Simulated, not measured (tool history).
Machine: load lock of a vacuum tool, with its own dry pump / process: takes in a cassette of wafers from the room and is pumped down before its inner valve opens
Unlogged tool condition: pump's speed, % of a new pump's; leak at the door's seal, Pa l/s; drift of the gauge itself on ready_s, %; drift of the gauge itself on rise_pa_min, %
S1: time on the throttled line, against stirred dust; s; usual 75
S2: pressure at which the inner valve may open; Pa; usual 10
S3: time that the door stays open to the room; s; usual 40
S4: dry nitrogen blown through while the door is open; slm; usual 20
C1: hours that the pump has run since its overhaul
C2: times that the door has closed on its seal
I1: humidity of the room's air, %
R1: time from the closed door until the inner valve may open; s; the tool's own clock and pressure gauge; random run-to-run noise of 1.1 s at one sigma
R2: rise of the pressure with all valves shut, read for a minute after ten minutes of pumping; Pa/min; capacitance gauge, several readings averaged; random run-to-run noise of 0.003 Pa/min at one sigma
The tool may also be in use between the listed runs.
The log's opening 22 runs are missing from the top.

run	day	S1	S2	S3	S4	C1	C2	I1	R1	R2
23	376.154	90	10	40	32	2823	40852	45.8	192.2	0.373
24	391.046	75	10	62	5	3181	41448	45.7	179.5	0.383
25	410.429	75	17	62	5	3646	42224	47.7	174.8	0.396
26	426.675	88	14	103	13	4036	42874	46.4	184.9	0.404
27	445.512	88	14	103	13	4488	43628	43.8	187.4	0.419
28	463.967	88	14	103	13	4931	44367	42.3	189.9	0.432
29	481.417	88	14	103	13	5350	45066	48.5	191.1	0.433
30	500.8	88	12	43	13	5815	45842	46.2	191.5	0.45
31	523.996	146	10	85	12	6372	46771	47.6	238	0.468
32	539.838	75	10	40	6	6752	47405	43.2	187	0.464
33	552.462	39	15	40	20	7055	47911	45.6	156	0.467
34	568.371	117	8	40	20	7437	48548	47.4	222.9	0.489
35	583.842	117	8	40	20	7808	49167	45	220.7	0.483
36	598.229	147	20	61	20	8153	49743	46.1	230.3	0.498

Below are 3 alternative next runs, each starting from the tool's condition after run 36. Predict each:
# day 605.988: door's seal changed, seat wiped
A	619.283	117	9	40	20	8657	532	41.9	?	?
# day 605.988: door's seal changed, seat wiped
B	619.283	75	20	40	20	8657	532	47.6	?	?
# day 605.988: door's seal changed, seat wiped
C	619.283	79	17	61	20	8657	532	43.7	?	?

run	R1	R2
A	218.8	0.008
B	177.5	0.012
C	183.8	0.016
The same runs, with their run-to-run variation unchanged, on a tool lacking any hidden condition would have given:
run	R1	R2
A	207.6	0.007
B	166.2	0.011
C	172.3	0.015
